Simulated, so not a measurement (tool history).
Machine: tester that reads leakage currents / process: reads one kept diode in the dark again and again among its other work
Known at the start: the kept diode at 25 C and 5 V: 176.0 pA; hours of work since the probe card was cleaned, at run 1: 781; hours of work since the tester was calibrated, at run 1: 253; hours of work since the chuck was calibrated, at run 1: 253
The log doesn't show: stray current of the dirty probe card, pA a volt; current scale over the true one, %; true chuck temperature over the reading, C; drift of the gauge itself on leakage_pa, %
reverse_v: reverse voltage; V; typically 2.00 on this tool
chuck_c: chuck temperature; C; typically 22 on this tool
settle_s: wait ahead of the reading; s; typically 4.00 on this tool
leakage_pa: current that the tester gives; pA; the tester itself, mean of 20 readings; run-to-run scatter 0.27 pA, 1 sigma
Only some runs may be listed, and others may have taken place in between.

| run | hour | reverse_v | chuck_c | settle_s | hours of work since the probe card was cleaned | hours of work since the tester was calibrated | hours of work since the chuck was calibrated | leakage_pa |
|---|---|---|---|---|---|---|---|---|
| 1 | 0.0 | 2.00 | 22 | 4.00 | 781 | 253 | 253 | 86.26 |
| 2 | 98.0 | 2.00 | 22 | 4.00 | 849 | 321 | 321 | 85.73 |
| 3 | 278.4 | 2.00 | 22 | 4.00 | 974 | 445 | 445 | 85.34 |
| 4 | 367.3 | 2.00 | 22 | 4.00 | 1035 | 507 | 507 | 84.19 |
| 5 | 483.9 | 2.00 | 22 | 4.00 | 1116 | 588 | 588 | 83.96 |
| 6 | 686.1 | 2.00 | 22 | 4.00 | 1256 | 728 | 728 | 83.24 |
| 7 | 800.3 | 2.00 | 22 | 4.00 | 1335 | 806 | 806 | 82.65 |
|  | 814.6 | chuck's temperature calibrated |
| 8 | 952.3 | 2.00 | 22 | 4.00 | 1439 | 910 | 95 | 88.29 |
| 9 | 1079.8 | 2.00 | 22 | 4.00 | 1527 | 998 | 183 | 88.03 |
| 10 | 1191.6 | 2.00 | 22 | 4.00 | 1604 | 1076 | 261 | 87.47 |
| 11 | 1350.7 | 2.00 | 22 | 4.00 | 1714 | 1186 | 371 | 86.68 |
| 12 | 1439.2 | 2.00 | 22 | 4.00 | 1775 | 1247 | 432 | 85.61 |
| 13 | 1606.4 | 2.00 | 22 | 4.00 | 1891 | 1363 | 548 | 85.56 |
| 14 | 1748.6 | 2.00 | 22 | 4.00 | 1989 | 1461 | 646 | 84.45 |
| 15 | 1913.8 | 2.00 | 22 | 4.00 | 2104 | 1575 | 760 | 83.51 |
|  | 1990.4 | chuck's temperature calibrated |
| 16 | 2004.9 | 2.00 | 22 | 4.00 | 2165 | 1637 | 10 | 91.75 |
|  | 2124.8 | probe card cleaned and baked |
| 17 | 2137.3 | 2.00 | 22 | 4.00 | 9 | 1726 | 100 | 88.34 |
| 18 | 2299.7 | 2.00 | 22 | 4.00 | 121 | 1839 | 212 | 86.90 |
| 19 | 2478.1 | 1.89 | 29 | 4.00 | 244 | 1962 | 335 | 146.19 |
| 20 | 2660.4 | 2.00 | 25 | 0.47 | 370 | 2088 | 461 | 110.88 |
| 21 | 2842.5 | 1.35 | 21 | 4.93 | 496 | 2214 | 587 | 64.51 |
| 22 | 2936.4 | 1.35 | 21 | 4.93 | 561 | 2279 | 652 | 63.59 |
| 23 | 3022.5 | 2.57 | 59 | 1.36 | 621 | 2339 | 712 | 1370.64 |
|  | 3170.0 | chuck's temperature calibrated |
| 24 | 3170.0 | 7.39 | 25 | 7.41 | 722 | 2439 | 0 | 219.13 |
| 25 | 3294.5 | 10.00 | 57 | 1.63 | 808 | 2526 | 86 | 2485.85 |
| 26 | 3444.2 | 10.00 | 57 | 1.63 | 911 | 2629 | 190 | 2459.50 |
| 27 | 3572.7 | 6.88 | 21 | 6.28 | 1000 | 2718 | 279 | 152.70 |
| 28 | 3666.8 | 6.88 | 21 | 6.28 | 1065 | 2783 | 344 | 151.10 |
|  | 3678.4 | tester calibrated |
| 29 | 3800.7 | 6.40 | 30 | 4.42 | 1156 | 85 | 435 | 287.14 |

What if the next run were any one of these 3? Each begins from the tool's condition after run 29:
| A | 3986.9 | 1.28 | 26 | 0.32 | 1285 | 213 | 564 | ? |
| B | 3986.9 | 2.00 | 30 | 4.54 | 1285 | 213 | 564 | ? |
| C | 3986.9 | 1.73 | 57 | 7.68 | 1285 | 213 | 564 | ? |

| run | leakage_pa |
|---|---|
| A | 94.70 |
| B | 159.59 |
| C | 988.78 |
Take away the tool's hidden state, keep each run's random variation, and the runs would have read:
| run | leakage_pa |
|---|---|
| A | 97.97 |
| B | 165.14 |
| C | 1023.85 |

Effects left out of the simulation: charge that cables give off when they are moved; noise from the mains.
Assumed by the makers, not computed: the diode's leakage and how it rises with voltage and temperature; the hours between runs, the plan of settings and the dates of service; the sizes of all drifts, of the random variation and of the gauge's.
